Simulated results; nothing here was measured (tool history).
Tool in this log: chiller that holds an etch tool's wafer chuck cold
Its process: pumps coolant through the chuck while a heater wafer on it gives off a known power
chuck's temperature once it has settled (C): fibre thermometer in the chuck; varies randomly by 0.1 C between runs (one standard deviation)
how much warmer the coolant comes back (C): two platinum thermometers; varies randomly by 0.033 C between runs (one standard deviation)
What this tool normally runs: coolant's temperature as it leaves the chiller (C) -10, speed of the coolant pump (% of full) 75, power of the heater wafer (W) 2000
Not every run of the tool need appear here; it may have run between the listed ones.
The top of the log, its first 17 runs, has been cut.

run    hour  coolant's temperature as it leaves the chiller (C)  speed of the coolant pump (% of full)  power of the heater wafer (W)  chuck's temperature once it has settled (C)  how much warmer the coolant comes back (C)
 18  1616.1                                                 -10                                     61                           1680                                          4.6                                        5.03
     1660.3  -- coolant changed, channels flushed
 19  1715.1                                                  -7                                     84                           2868                                         11.3                                        6.09
 20  1763.4                                                  -4                                     90                           1676                                          6.1                                        3.31
 21  1864.8                                                 -16                                     68                           1676                                         -3.4                                        4.47
 22  1972.9                                                 -12                                     92                           2000                                          0.2                                        3.89
 23  2057.6                                                 -10                                     75                           1820                                          2.6                                        4.33
 24  2138.0                                                  -6                                     75                           2000                                          7.9                                        4.84
 25  2245.6                                                 -16                                     75                           1977                                         -2.3                                        4.87
 26  2363.6                                                 -15                                     99                           2138                                         -2.8                                        3.87
 27  2460.8                                                 -15                                     83                           2547                                          1.6                                        5.54
 28  2569.2                                                 -15                                     83                           2547                                          1.7                                        5.57
 29  2636.0                                                  -9                                     77                           1386                                          0.4                                        3.29
 30  2740.3                                                  -7                                     80                           2954                                         12.8                                        6.67
 31  2794.5                                                 -10                                     82                           1463                                         -0.5                                        3.18
 32  2855.2                                                 -10                                     75                           1234                                         -1.3                                        3.01
 33  2923.5                                                 -17                                     65                           2000                                         -1.4                                        5.65

Below are 3 alternative next runs, each starting from the tool's condition after run 33. Predict each:
  A  2987.7                                                  -5                                     72                           2407                                            ?                                           ?
  B  2987.7                                                 -20                                     66                           2722                                            ?                                           ?
  C  2987.7                                                 -10                                     83                           2000                                            ?                                           ?

run  chuck's temperature once it has settled (C)  how much warmer the coolant comes back (C)
  A                                         12.4                                        6.15
  B                                          1.2                                        7.66
  C                                          2.8                                        4.38
With the hidden condition removed and each run's random variation left untouched, the same runs would have given:
run  chuck's temperature once it has settled (C)  how much warmer the coolant comes back (C)
  A                                         11.5                                        5.75
  B                                          0.1                                        7.17
  C                                          2.3                                        4.10

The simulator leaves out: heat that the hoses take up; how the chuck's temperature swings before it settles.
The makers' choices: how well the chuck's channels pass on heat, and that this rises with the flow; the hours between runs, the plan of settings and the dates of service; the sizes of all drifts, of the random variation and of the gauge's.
